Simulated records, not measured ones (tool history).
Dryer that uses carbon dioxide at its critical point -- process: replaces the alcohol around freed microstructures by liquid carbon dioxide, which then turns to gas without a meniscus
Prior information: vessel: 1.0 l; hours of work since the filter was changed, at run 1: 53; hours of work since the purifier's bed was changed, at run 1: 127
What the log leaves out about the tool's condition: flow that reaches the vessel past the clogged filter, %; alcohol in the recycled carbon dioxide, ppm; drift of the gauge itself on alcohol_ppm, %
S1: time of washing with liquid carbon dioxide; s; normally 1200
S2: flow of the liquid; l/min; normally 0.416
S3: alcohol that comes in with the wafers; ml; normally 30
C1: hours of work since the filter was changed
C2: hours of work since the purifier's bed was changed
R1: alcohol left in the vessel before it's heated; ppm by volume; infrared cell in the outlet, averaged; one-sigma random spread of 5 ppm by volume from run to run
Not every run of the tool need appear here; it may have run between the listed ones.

Run 1, hour 0: usual settings; C1 53; C2 127. Result: R1 114 ppm by volume.
Run 2, hour 56: usual settings; C1 82; C2 156. Result: R1 140 ppm by volume.
Run 3, hour 87.5: usual settings but S1 780 s; C1 99; C2 172. Result: R1 607 ppm by volume.
Run 4, hour 151.7: usual settings but S1 1440 s; C1 132; C2 205. Result: R1 114 ppm by volume.
Run 5, hour 182.6: usual settings but S3 46 ml; C1 147; C2 221. Result: R1 208 ppm by volume.
Run 6, hour 228.9: usual settings but S3 46 ml; C1 171; C2 245. Result: R1 219 ppm by volume.
Run 7, hour 257: usual settings but S3 46 ml; C1 186; C2 259. Result: R1 231 ppm by volume.
Run 8, hour 290.4: usual settings but S3 46 ml; C1 203; C2 277. Result: R1 257 ppm by volume.
Run 9, hour 334.7: usual settings but S3 46 ml; C1 226; C2 299. Result: R1 273 ppm by volume.
Run 10, hour 384.8: usual settings but S3 46 ml; C1 252; C2 325. Result: R1 291 ppm by volume.
Run 11, hour 433.6: usual settings but S1 1140 s, S2 0.67 l/min, S3 84 ml; C1 277; C2 350. Result: R1 170 ppm by volume.
Run 12, hour 465.1: usual settings but S1 900 s, S2 0.255 l/min; C1 293; C2 366. Result: R1 2446 ppm by volume.
Run 13, hour 494.6: usual settings but S2 0.557 l/min; C1 308; C2 382. Result: R1 176 ppm by volume.
Run 14, hour 552.6: usual settings but S1 1560 s, S2 0.487 l/min, S3 59 ml; C1 338; C2 412. Result: R1 200 ppm by volume.
At hour 613.2: inlet filter changed.
Run 15, hour 618.7: usual settings but S1 1560 s, S2 0.487 l/min, S3 59 ml; C1 3; C2 445. Result: R1 213 ppm by volume.

Run 16 comes next. What will it give?
Run 16, hour 669.7: usual settings but S1 1860 s, S2 0.487 l/min, S3 59 ml; C1 29; C2 471. Result: R1 ?.

R1: 223 ppm by volume
Take away the tool's hidden state, keep the run-to-run variation as it was, and the same run would have given R1 11 ppm by volume.

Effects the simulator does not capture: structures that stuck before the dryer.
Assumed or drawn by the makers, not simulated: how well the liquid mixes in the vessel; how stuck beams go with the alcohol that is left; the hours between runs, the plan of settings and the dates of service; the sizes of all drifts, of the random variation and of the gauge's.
